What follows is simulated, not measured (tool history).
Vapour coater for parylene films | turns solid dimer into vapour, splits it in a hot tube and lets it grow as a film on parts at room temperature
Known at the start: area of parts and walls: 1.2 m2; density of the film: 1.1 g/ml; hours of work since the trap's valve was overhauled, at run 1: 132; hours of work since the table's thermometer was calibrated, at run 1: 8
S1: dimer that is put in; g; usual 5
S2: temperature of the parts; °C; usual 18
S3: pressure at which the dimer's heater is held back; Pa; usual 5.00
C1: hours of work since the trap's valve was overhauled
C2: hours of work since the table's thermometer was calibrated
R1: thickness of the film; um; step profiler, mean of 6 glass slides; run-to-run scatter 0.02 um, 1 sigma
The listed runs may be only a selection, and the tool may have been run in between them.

Run 1, hour 0.0: usual settings; C1 132; C2 8. Result: R1 2.38 um.
Run 2, hour 58.5: usual settings; C1 182; C2 58. Result: R1 2.33 um.
Run 3, hour 138.0: usual settings; C1 251; C2 127. Result: R1 2.37 um.
Run 4, hour 190.8: usual settings but S1 7 g; C1 296; C2 172. Result: R1 3.29 um.
Run 5, hour 256.2: usual settings but S1 7 g; C1 353; C2 229. Result: R1 3.31 um.
Run 6, hour 316.0: usual settings but S2 13 °C; C1 404; C2 280. Result: R1 2.96 um.
Run 7, hour 367.0: usual settings but S2 13 °C; C1 449; C2 324. Result: R1 2.93 um.
Run 8, hour 413.3: usual settings but S1 7 g; C1 488; C2 364. Result: R1 3.31 um.
Run 9, hour 480.9: usual settings but S1 7 g; C1 547; C2 423. Result: R1 3.27 um.
Run 10, hour 562.2: usual settings but S1 7 g; C1 617; C2 493. Result: R1 3.32 um.
At hour 598.8: trap's valve overhauled.
Run 11, hour 635.9: usual settings but S3 6.17 Pa; C1 32; C2 553. Result: R1 2.31 um.
Run 12, hour 687.9: usual settings but S3 6.17 Pa; C1 77; C2 598. Result: R1 2.31 um.
Run 13, hour 733.1: usual settings but S1 3 g, S3 6.17 Pa; C1 116; C2 637. Result: R1 1.40 um.
Run 14, hour 809.3: usual settings but S2 26 °C; C1 182; C2 703. Result: R1 1.65 um.
Run 15, hour 863.3: usual settings but S2 22 °C; C1 228; C2 749. Result: R1 2.01 um.
Run 16, hour 911.2: usual settings but S1 7 g; C1 270; C2 791. Result: R1 3.29 um.
Run 17, hour 982.7: usual settings but S1 7 g; C1 331; C2 853. Result: R1 3.29 um.
Run 18, hour 1050.1: usual settings; C1 390; C2 911. Result: R1 2.35 um.
Run 19, hour 1106.5: usual settings; C1 438; C2 959. Result: R1 2.38 um.
Run 20, hour 1142.9: usual settings; C1 470; C2 991. Result: R1 2.35 um.
Run 21, hour 1189.5: usual settings; C1 510; C2 1031. Result: R1 2.33 um.
Run 22, hour 1232.3: usual settings; C1 547; C2 1068. Result: R1 2.36 um.
Run 23, hour 1279.5: usual settings; C1 588; C2 1109. Result: R1 2.37 um.
Run 24, hour 1322.7: usual settings but S1 2 g, S2 17 °C; C1 625; C2 1146. Result: R1 1.00 um.
At hour 1347.9: trap's valve overhauled.
Run 25, hour 1375.1: usual settings but S2 23 °C; C1 23; C2 1188. Result: R1 1.88 um.
Run 26, hour 1437.1: usual settings but S2 23 °C; C1 77; C2 1241. Result: R1 1.87 um.
Run 27, hour 1506.4: usual settings but S1 2 g, S2 20 °C, S3 7.25 Pa; C1 137; C2 1301. Result: R1 0.85 um.
Run 28, hour 1544.1: usual settings but S1 2 g, S2 20 °C, S3 7.25 Pa; C1 169; C2 1334. Result: R1 0.83 um.
Run 29, hour 1580.9: usual settings but S1 8 g, S2 19 °C, S3 4.95 Pa; C1 201; C2 1365. Result: R1 3.65 um.
Run 30, hour 1659.5: usual settings but S1 7 g, S2 25 °C, S3 5.11 Pa; C1 269; C2 1433. Result: R1 2.43 um.
Run 31, hour 1717.3: usual settings but S1 6 g, S2 14 °C, S3 5.11 Pa; C1 319; C2 1483. Result: R1 3.36 um.
Run 32, hour 1797.6: usual settings but S1 2 g, S2 14 °C, S3 2.18 Pa; C1 388; C2 1553. Result: R1 1.25 um.
Run 33, hour 1856.1: usual settings but S3 3.94 Pa; C1 439; C2 1603. Result: R1 2.44 um.
Run 34, hour 1924.5: usual settings but S2 11 °C, S3 3.94 Pa; C1 498; C2 1662. Result: R1 3.29 um.
Run 35, hour 1979.5: usual settings but S1 2 g, S2 11 °C, S3 5.57 Pa; C1 545; C2 1710. Result: R1 1.25 um.
Run 36, hour 2044.4: usual settings but S1 2 g, S2 27 °C, S3 5.56 Pa; C1 601; C2 1766. Result: R1 0.67 um.
At hour 2097.3: trap's valve overhauled.
Run 37, hour 2099.2: usual settings but S1 2 g, S2 27 °C, S3 5.56 Pa; C1 2; C2 1810. Result: R1 0.64 um.
Run 38, hour 2157.4: usual settings but S1 4 g, S2 11 °C, S3 5.56 Pa; C1 52; C2 1860. Result: R1 2.56 um.
Run 39, hour 2226.4: usual settings but S1 3 g, S2 11 °C, S3 6.20 Pa; C1 111; C2 1919. Result: R1 1.88 um.
Run 40, hour 2306.2: usual settings but S1 3 g, S2 11 °C, S3 6.20 Pa; C1 180; C2 1988. Result: R1 1.87 um.
Run 41, hour 2390.3: usual settings but S1 3 g, S2 11 °C, S3 6.20 Pa; C1 253; C2 2061. Result: R1 1.88 um.
Run 42, hour 2437.1: usual settings but S1 7 g, S2 16 °C; C1 293; C2 2101. Result: R1 3.62 um.
At hour 2467.1: table's thermometer calibrated.
Run 43, hour 2513.9: usual settings but S1 7 g, S2 29 °C, S3 4.72 Pa; C1 359; C2 40. Result: R1 2.06 um.
Run 44, hour 2584.7: usual settings but S1 2 g, S2 29 °C, S3 7.67 Pa; C1 420; C2 102. Result: R1 0.55 um.
Run 45, hour 2662.3: usual settings but S1 2 g, S2 29 °C, S3 7.67 Pa; C1 487; C2 169. Result: R1 0.55 um.
Run 46, hour 2729.4: usual settings but S1 2 g, S2 29 °C, S3 7.67 Pa; C1 545; C2 226. Result: R1 0.54 um.

For each entry between runs, how does the tool's hidden state at the last listed run before it compare with that at the first listed run after it?
Run 10 -> run 11: trap's valve overhauled (hour 598.8)
  vapour lost through the trap's worn valve, %: 0.3 -> 0; true temperature of the parts over the reading, C: 0.01 -> 0.02
Run 24 -> run 25: trap's valve overhauled (hour 1347.9)
  vapour lost through the trap's worn valve, %: 0.3 -> 0
Run 36 -> run 37: trap's valve overhauled (hour 2097.3)
  vapour lost through the trap's worn valve, %: 0.3 -> 0
Run 42 -> run 43: table's thermometer calibrated (hour 2467.1)
  true temperature of the parts over the reading, C: 0.05 -> 0

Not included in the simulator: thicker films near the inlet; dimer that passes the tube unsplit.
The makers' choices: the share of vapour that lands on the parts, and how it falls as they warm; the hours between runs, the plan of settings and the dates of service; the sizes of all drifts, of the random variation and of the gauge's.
